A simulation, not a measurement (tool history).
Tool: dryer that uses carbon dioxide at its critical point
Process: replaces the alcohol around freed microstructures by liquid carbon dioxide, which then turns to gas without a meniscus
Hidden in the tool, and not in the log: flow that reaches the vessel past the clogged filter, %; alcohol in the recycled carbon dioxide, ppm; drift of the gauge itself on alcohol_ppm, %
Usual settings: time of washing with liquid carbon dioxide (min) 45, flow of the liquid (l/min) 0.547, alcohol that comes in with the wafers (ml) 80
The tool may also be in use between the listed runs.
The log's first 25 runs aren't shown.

run,hour,time of washing with liquid carbon dioxide (min),flow of the liquid (l/min),alcohol that comes in with the wafers (ml),hours of work since the filter was changed,hours of work since the purifier's bed was changed,alcohol left in the vessel before it's heated (ppm by volume)
26,258.6,31,0.510,80,202,176,1775
27,271.5,44,0.458,73,207,181,878
28,277.9,44,0.458,73,210,183,858
29,285.0,44,0.355,65,212,186,1544
30,291.1,45,0.547,40,215,189,259
31,297.2,62,0.857,24,217,191,42
32,306.4,62,0.857,24,221,195,46
33,313.1,62,0.857,51,224,198,45
34,324.3,41,0.372,34,229,203,901
# hour 326.1: inlet filter changed
35,337.2,52,0.382,28,5,207,260
36,343.1,36,0.547,80,7,210,676
37,356.6,45,0.720,26,13,215,62
38,369.2,45,0.345,113,18,221,2015
39,375.0,34,0.803,35,20,223,118
40,385.8,56,0.547,56,25,227,106
41,392.5,29,0.376,23,27,230,896
42,401.6,59,0.420,24,31,234,131

Forecast each of these 4 alternatives for the next run:
A,411.3,63,0.420,24,35,238,?
B,411.3,47,0.547,33,35,238,?
C,411.3,62,0.824,36,35,238,?
D,411.3,27,0.547,80,35,238,?

run,alcohol left in the vessel before it's heated (ppm by volume)
A,107
B,139
C,42
D,1572
Without the tool's hidden state the same runs would have given:
run,alcohol left in the vessel before it's heated (ppm by volume)
A,59
B,86
C,0
D,1432
